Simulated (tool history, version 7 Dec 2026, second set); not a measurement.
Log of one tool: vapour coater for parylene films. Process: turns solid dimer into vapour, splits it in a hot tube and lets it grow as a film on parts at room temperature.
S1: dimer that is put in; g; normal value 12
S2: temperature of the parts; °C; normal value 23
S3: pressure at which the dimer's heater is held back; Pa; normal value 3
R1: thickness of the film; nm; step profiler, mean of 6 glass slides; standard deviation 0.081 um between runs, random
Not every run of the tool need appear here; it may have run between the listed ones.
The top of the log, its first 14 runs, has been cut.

{"hour": 226.6, "done": "trap's valve overhauled"}
{"run": 15, "hour": 240.9, "S1": 12, "S2": 23, "S3": 3, "R1": 9200}
{"run": 16, "hour": 259.9, "S1": 12, "S2": 23, "S3": 3, "R1": 9110}
{"run": 17, "hour": 281.4, "S1": 12, "S2": 23, "S3": 3, "R1": 9160}
{"run": 18, "hour": 299.6, "S1": 12, "S2": 23, "S3": 3, "R1": 9220}
{"hour": 305.3, "done": "trap's valve overhauled, once more"}
{"run": 19, "hour": 325.9, "S1": 12, "S2": 34, "S3": 7.5, "R1": 4800}
{"run": 20, "hour": 345.4, "S1": 9, "S2": 34, "S3": 3.92, "R1": 4080}
{"run": 21, "hour": 360.3, "S1": 12, "S2": 19, "S3": 6.13, "R1": 10190}
{"run": 22, "hour": 370.5, "S1": 6, "S2": 23, "S3": 2.07, "R1": 5070}
{"run": 23, "hour": 391.8, "S1": 6, "S2": 23, "S3": 2.07, "R1": 5160}
{"run": 24, "hour": 407.7, "S1": 12, "S2": 25, "S3": 4.7, "R1": 8020}
{"run": 25, "hour": 419.0, "S1": 12, "S2": 25, "S3": 4.7, "R1": 8030}
{"run": 26, "hour": 441.5, "S1": 12, "S2": 33, "S3": 3, "R1": 5860}
{"run": 27, "hour": 459.1, "S1": 8, "S2": 18, "S3": 2.61, "R1": 8230}
{"run": 28, "hour": 477.4, "S1": 7, "S2": 19, "S3": 2.86, "R1": 6770}
{"run": 29, "hour": 487.4, "S1": 11, "S2": 30, "S3": 4.75, "R1": 5700}
{"run": 30, "hour": 508.9, "S1": 9, "S2": 19, "S3": 2.89, "R1": 8510}
{"run": 31, "hour": 520.7, "S1": 15, "S2": 23, "S3": 3, "R1": 11780}
{"run": 32, "hour": 540.6, "S1": 13, "S2": 23, "S3": 10.19, "R1": 8090}

Forecast each of these 4 alternatives for the next run:
{"run": "A", "hour": 559.2, "S1": 6, "S2": 28, "S3": 2.47, "R1": "?"}
{"run": "B", "hour": 559.2, "S1": 5, "S2": 23, "S3": 8.55, "R1": "?"}
{"run": "C", "hour": 559.2, "S1": 12, "S2": 23, "S3": 9.31, "R1": "?"}
{"run": "D", "hour": 559.2, "S1": 18, "S2": 21, "S3": 3, "R1": "?"}

run=A R1=3820
run=B R1=3260
run=C R1=7710
run=D R1=15480
Stripped of hidden state, with their random variation kept, the same runs would have yielded:
run=A R1=3980
run=B R1=3400
run=C R1=8030
run=D R1=16120
